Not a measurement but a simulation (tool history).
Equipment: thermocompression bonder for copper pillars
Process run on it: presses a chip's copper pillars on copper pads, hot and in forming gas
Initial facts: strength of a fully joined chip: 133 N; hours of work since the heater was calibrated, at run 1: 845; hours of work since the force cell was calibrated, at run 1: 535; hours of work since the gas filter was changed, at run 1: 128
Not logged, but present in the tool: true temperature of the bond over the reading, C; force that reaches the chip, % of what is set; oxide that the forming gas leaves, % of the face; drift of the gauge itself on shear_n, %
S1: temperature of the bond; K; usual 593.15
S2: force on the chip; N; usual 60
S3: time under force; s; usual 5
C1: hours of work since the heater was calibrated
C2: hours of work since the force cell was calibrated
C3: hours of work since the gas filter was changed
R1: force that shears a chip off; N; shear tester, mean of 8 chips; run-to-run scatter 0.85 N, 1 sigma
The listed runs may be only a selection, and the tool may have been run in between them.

run   hour      S1  S2  S3    C1   C2   C3     R1
  1    0.0  593.15  60   5   845  535  128   64.0
  2   28.3  593.15  60  12   862  552  146   82.4
  3   57.0  593.15  60  12   880  570  163   82.9
  4   83.8  593.15  60  12   896  586  180   83.1
  5  103.1  593.15  60   5   908  598  191   59.5
  6  117.6  593.15  60   6   917  607  200   64.7
  7  144.2  593.15  77   6   933  623  216   75.9
  8  166.4  593.15  77   6   946  637  230   77.0
  9  180.6  593.15  77   6   955  645  239   76.0
 10  192.7  593.15  55   5   962  653  246   59.0
 11  213.1  593.15  55   5   975  665  259   58.1
 12  227.3  593.15  60   5   984  674  267   61.0
 13  239.9  593.15  60   5   991  682  275   59.8
 14  252.1  593.15  41   5   999  689  282   47.1
 15  277.4  593.15  60   5  1014  705  298   60.6
 16  297.9  593.15  60   6  1027  717  310   64.8
     312.8  -- forming gas filter changed
 17  325.5  608.15  60   5  1043  734    8   73.6
 18  345.1  608.15  60   5  1055  746   20   74.6
 19  366.5  608.15  58   5  1068  759   33   74.1
 20  379.9  606.15  60   7  1077  767   41   82.0
 21  392.4  606.15  60   7  1084  775   49   80.4
 22  420.9  612.15  64   5  1102  792   66   81.3
 23  436.4  584.15  80  14  1111  801   76   91.9
 24  449.9  617.15  40   9  1119  810   84   79.8
 25  467.9  569.15  45   5  1130  821   95   35.9
 26  492.8  612.15  50   8  1146  836  110   80.3
 27  509.8  612.15  50   8  1156  846  120   79.4
 28  536.5  597.15  60   8  1172  863  137   76.2
 29  551.6  593.15  65   5  1182  872  146   65.9
 30  567.4  601.15  70   4  1191  882  156   69.2
 31  586.6  622.15  60  13  1203  893  167  103.7
 32  605.3  614.15  36   9  1214  905  179   69.9
 33  633.8  593.15  80   5  1232  922  196   72.1
 34  646.1  613.15  52   7  1239  930  204   77.8
 35  668.8  579.15  60   5  1253  944  218   49.3
 36  695.6  622.15  38   3  1270  960  234   52.9
 37  707.6  622.15  38   3  1277  967  241   51.9
 38  729.8  618.15  83   3  1291  981  255   78.8

Branching from run 38: 5 alternative next runs. What would each branch give?
  A  753.2  593.15  60   8  1305  995  269   ?
  B  753.2  618.15  83   7  1305  995  269   ?
  C  753.2  618.15  75   3  1305  995  269   ?
  D  753.2  610.15  68   4  1305  995  269   ?
  E  753.2  579.15  40   3  1305  995  269   ?

run    R1
  A  68.8
  B  99.1
  C  74.7
  D  72.0
  E  29.1
With no hidden state in the tool, these same runs would have given:
run     R1
  A   79.0
  B  109.6
  C   84.9
  D   82.3
  E   34.9

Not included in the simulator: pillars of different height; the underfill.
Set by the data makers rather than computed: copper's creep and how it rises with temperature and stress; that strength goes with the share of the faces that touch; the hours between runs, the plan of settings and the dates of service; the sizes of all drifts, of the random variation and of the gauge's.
